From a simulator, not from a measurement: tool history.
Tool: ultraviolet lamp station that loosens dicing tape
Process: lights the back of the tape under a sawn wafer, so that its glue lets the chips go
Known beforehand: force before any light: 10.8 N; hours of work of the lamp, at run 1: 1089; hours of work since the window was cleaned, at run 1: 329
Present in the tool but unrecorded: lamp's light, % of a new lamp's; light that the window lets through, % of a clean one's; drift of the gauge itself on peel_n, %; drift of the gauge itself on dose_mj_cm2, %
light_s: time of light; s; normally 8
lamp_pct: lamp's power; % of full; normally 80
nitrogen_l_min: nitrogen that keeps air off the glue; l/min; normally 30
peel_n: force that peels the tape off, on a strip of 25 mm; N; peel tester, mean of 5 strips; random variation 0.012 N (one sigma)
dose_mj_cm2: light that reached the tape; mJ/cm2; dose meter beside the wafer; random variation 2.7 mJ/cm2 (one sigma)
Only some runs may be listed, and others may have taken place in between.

run     day  light_s  lamp_pct  nitrogen_l_min  hours of work of the lamp  hours of work since the window was cleaned  peel_n  dose_mj_cm2
  1       0        8        80              30                       1089                                         329   1.917          206
      0.483  -- window cleaned of glue's vapour
  2   1.342        8        80              30                       1108                                          12   1.379          237
  3   2.562        8        80              30                       1125                                          30   1.475          235
  4   4.338        8        80              30                       1150                                          55   1.557          232
  5   5.504        8        80              30                       1167                                          71     1.6          226
  6   7.146        8        80              30                       1190                                          95   1.626          221
  7   8.579        8        80              30                       1211                                         115   1.713          216
  8   9.667        7        80              58                       1226                                         131   1.433          185
  9  10.875        7        84              30                       1244                                         148   2.069          193
 10  11.821        7        83              15                       1257                                         161   3.126          190
 11  13.258        9        62              41                       1277                                         182   2.027          180

Expected results for the next run?
 12  14.762        9        62              41                       1299                                         203       ?            ?

peel_n: 2.069 N
dose_mj_cm2: 172 mJ/cm2
On a tool with no hidden condition, and with the same random variation, this run would have come out at peel_n 0.556 N, dose_mj_cm2 322 mJ/cm2.

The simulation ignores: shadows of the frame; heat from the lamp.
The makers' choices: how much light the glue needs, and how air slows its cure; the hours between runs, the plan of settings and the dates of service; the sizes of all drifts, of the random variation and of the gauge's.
